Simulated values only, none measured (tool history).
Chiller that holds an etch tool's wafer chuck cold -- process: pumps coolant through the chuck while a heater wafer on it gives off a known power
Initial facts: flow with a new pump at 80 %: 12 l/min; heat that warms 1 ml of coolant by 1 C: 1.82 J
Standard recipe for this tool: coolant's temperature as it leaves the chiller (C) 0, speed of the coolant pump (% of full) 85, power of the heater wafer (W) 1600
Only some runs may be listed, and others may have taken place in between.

run    hour  coolant's temperature as it leaves the chiller (C)  speed of the coolant pump (% of full)  power of the heater wafer (W)  chuck's temperature once it has settled (C)  how much warmer the coolant comes back (C)
  1       0                                                   0                                     85                           1600                                           12                                        4.24
  2   108.2                                                   0                                     85                           1600                                         12.1                                        4.19
  3   189.7                                                   0                                     85                           1600                                         12.1                                        4.23
  4     258                                                  -5                                     85                           1600                                          7.4                                        4.31
  5     367                                                  -5                                     85                           1600                                          7.4                                        4.23
  6   441.5                                                  -5                                     85                           1600                                          7.4                                        4.27
  7   521.8                                                  -5                                     85                           1600                                          7.4                                        4.22
  8   588.6                                                   0                                     85                           1430                                         11.2                                        3.87
  9   700.5                                                   0                                     85                           1863                                         14.3                                        4.98
 10   775.2                                                  -3                                     86                            914                                          4.1                                         2.4
 11   887.1                                                  -3                                     86                            914                                            4                                        2.43
 12   938.4                                                  -7                                     63                            993                                          2.8                                        3.78
 13  1051.5                                                  -1                                     63                            834                                          7.6                                        3.22
 14  1101.3                                                   3                                     99                           1600                                           14                                        3.66

For run 15, what comes out?
 15  1211.5                                                   3                                     99                           1600                                            ?                                           ?

{"run 15": {"chuck's temperature once it has settled (C)": 14.4, "how much warmer the coolant comes back (C)": 3.63}}
Had the tool carried no hidden state, the very same run would have given chuck's temperature once it has settled (C) 13.3, how much warmer the coolant comes back (C) 3.42.

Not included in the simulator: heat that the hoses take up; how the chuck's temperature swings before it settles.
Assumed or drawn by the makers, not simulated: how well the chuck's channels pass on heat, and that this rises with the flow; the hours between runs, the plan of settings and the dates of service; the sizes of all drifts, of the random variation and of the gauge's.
